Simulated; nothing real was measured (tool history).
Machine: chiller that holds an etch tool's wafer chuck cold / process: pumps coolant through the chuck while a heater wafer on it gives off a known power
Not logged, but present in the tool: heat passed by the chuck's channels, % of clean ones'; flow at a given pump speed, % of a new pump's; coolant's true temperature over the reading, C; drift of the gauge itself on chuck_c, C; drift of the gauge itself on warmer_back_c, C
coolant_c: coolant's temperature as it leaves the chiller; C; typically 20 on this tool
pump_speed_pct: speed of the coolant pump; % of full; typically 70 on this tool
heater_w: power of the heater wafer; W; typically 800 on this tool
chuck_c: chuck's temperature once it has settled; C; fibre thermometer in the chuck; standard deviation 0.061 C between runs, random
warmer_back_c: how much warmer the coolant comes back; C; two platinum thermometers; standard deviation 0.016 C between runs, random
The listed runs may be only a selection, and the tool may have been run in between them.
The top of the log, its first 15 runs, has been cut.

| run | hour | coolant_c | pump_speed_pct | heater_w | hours since the coolant was changed and the channels were flushed | hours since the pump was overhauled | hours since the chiller's thermometer was calibrated | chuck_c | warmer_back_c |
|---|---|---|---|---|---|---|---|---|---|
| 16 | 353.7 | 20 | 70 | 800 | 1358 | 693 | 1592 | 27.18 | 2.76 |
| 17 | 380.3 | 20 | 83 | 800 | 1384 | 719 | 1619 | 26.44 | 2.29 |
| 18 | 397.9 | 29 | 96 | 800 | 1402 | 737 | 1636 | 34.92 | 1.97 |
| 19 | 421.1 | 14 | 98 | 847 | 1425 | 760 | 1660 | 20.16 | 2.07 |
| 20 | 448.3 | 14 | 98 | 847 | 1452 | 787 | 1687 | 19.96 | 2.02 |
| 21 | 482 | 14 | 98 | 847 | 1486 | 821 | 1720 | 20.09 | 2.05 |
| 22 | 498.8 | 12 | 70 | 838 | 1503 | 838 | 1737 | 19.56 | 2.89 |
| 23 | 525.4 | 12 | 70 | 838 | 1529 | 864 | 1764 | 19.56 | 2.88 |
| 24 | 541.2 | 20 | 96 | 800 | 1545 | 880 | 1780 | 25.78 | 1.99 |
| 25 | 576.4 | 20 | 78 | 753 | 1580 | 915 | 1815 | 26.32 | 2.31 |
| 26 | 609.4 | 20 | 78 | 753 | 1613 | 948 | 1848 | 26.45 | 2.35 |
| 27 | 625.2 | 19 | 70 | 800 | 1629 | 964 | 1864 | 26.23 | 2.76 |
| 28 | 644.4 | 13 | 70 | 800 | 1648 | 983 | 1883 | 20.15 | 2.75 |
| 29 | 665.9 | 13 | 70 | 800 | 1670 | 1005 | 1904 | 20.22 | 2.77 |
| 30 | 682.5 | 10 | 70 | 1053 | 1686 | 1021 | 1921 | 19.49 | 3.61 |
| 31 | 708 | 20 | 64 | 508 | 1712 | 1047 | 1946 | 24.69 | 1.92 |
| 32 | 739.7 | 24 | 71 | 485 | 1744 | 1078 | 1978 | 28.23 | 1.64 |
| 33 | 767.7 | 21 | 71 | 818 | 1772 | 1106 | 2006 | 28.19 | 2.8 |

Here are 3 independent what-if runs from the current tool condition. What would each one return?
| A | 790.7 | 11 | 62 | 505 | 1795 | 1129 | 2029 | ? | ? |
| B | 790.7 | 21 | 60 | 818 | 1795 | 1129 | 2029 | ? | ? |
| C | 790.7 | 23 | 71 | 875 | 1795 | 1129 | 2029 | ? | ? |

| run | chuck_c | warmer_back_c |
|---|---|---|
| A | 15.76 | 1.97 |
| B | 29.2 | 3.34 |
| C | 30.93 | 2.99 |
Without the tool's unlogged condition, the same runs would have read:
| run | chuck_c | warmer_back_c |
|---|---|---|
| A | 15.84 | 1.94 |
| B | 29.15 | 3.29 |
| C | 30.89 | 2.94 |
